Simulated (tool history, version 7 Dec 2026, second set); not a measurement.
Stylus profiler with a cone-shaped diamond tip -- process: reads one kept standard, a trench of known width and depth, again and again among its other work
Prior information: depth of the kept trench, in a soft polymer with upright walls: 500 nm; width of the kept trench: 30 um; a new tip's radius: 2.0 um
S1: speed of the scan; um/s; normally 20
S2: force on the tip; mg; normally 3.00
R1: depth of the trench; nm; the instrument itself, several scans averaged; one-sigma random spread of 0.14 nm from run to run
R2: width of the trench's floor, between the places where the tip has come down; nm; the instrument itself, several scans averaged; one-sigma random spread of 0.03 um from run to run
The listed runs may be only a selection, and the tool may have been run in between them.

Run 1, day 0.000: usual settings. Result: R1 504.39 nm, R2 26280 nm.
Run 2, day 1.842: usual settings. Result: R1 504.27 nm, R2 26320 nm.
Run 3, day 2.875: usual settings. Result: R1 504.37 nm, R2 26300 nm.
Run 4, day 4.196: usual settings. Result: R1 504.21 nm, R2 26320 nm.
Run 5, day 6.229: usual settings but S2 5.66 mg. Result: R1 506.52 nm, R2 26230 nm.
Run 6, day 8.362: usual settings. Result: R1 503.77 nm, R2 26340 nm.
Run 7, day 9.967: usual settings but S1 27 um/s. Result: R1 504.06 nm, R2 26230 nm.
Run 8, day 11.021: usual settings but S1 27 um/s. Result: R1 503.83 nm, R2 26270 nm.
Run 9, day 11.950: usual settings but S1 33 um/s. Result: R1 503.89 nm, R2 26200 nm.
Run 10, day 13.217: usual settings but S1 33 um/s. Result: R1 504.16 nm, R2 26210 nm.
Run 11, day 14.300: usual settings but S1 33 um/s. Result: R1 504.24 nm, R2 26190 nm.
Run 12, day 16.021: usual settings but S1 33 um/s. Result: R1 503.65 nm, R2 26230 nm.
Run 13, day 17.454: usual settings but S1 33 um/s. Result: R1 503.73 nm, R2 26170 nm.
Run 14, day 18.550: usual settings but S1 33 um/s. Result: R1 503.56 nm, R2 26180 nm.
Run 15, day 20.508: usual settings but S1 33 um/s. Result: R1 503.54 nm, R2 26070 nm.
Run 16, day 22.283: usual settings but S1 8 um/s, S2 1.37 mg. Result: R1 501.61 nm, R2 26210 nm.
Run 17, day 23.658: usual settings but S1 10 um/s, S2 7.30 mg. Result: R1 507.07 nm, R2 26200 nm.
Run 18, day 25.629: usual settings but S1 18 um/s, S2 6.03 mg. Result: R1 506.18 nm, R2 26160 nm.
Run 19, day 26.775: usual settings but S1 73 um/s, S2 5.36 mg. Result: R1 505.55 nm, R2 26000 nm.
Run 20, day 28.029: usual settings but S1 6 um/s. Result: R1 503.06 nm, R2 26170 nm.
Run 21, day 29.675: usual settings but S1 14 um/s, S2 6.23 mg. Result: R1 506.09 nm, R2 26150 nm.
Run 22, day 31.846: usual settings but S1 14 um/s, S2 6.23 mg. Result: R1 505.97 nm, R2 26110 nm.
Run 23, day 33.804: usual settings but S1 14 um/s, S2 6.23 mg. Result: R1 506.02 nm, R2 26080 nm.
Run 24, day 35.800: usual settings but S1 7 um/s. Result: R1 503.09 nm, R2 26140 nm.
Run 25, day 37.467: usual settings but S1 7 um/s. Result: R1 502.73 nm, R2 26100 nm.

Each row is a separate what-if for the run after 25, all from the same tool condition, not one after another. Results?
Run A, day 39.504: usual settings but S1 7 um/s, S2 1.21 mg. Result: R1 ?, R2 ?.
Run B, day 39.504: usual settings but S1 7 um/s, S2 2.59 mg. Result: R1 ?, R2 ?.
Run C, day 39.504: usual settings but S1 6 um/s, S2 1.43 mg. Result: R1 ?, R2 ?.
Run D, day 39.504: usual settings but S1 6 um/s, S2 2.89 mg. Result: R1 ?, R2 ?.

run      R1     R2
  A  500.70  26000
  B  502.33  26080
  C  501.13  26040
  D  502.49  26030
Stripped of hidden state, with their random variation kept, the same runs would have yielded:
run      R1     R2
  A  502.76  27270
  B  504.39  27360
  C  503.19  27320
  D  504.56  27310

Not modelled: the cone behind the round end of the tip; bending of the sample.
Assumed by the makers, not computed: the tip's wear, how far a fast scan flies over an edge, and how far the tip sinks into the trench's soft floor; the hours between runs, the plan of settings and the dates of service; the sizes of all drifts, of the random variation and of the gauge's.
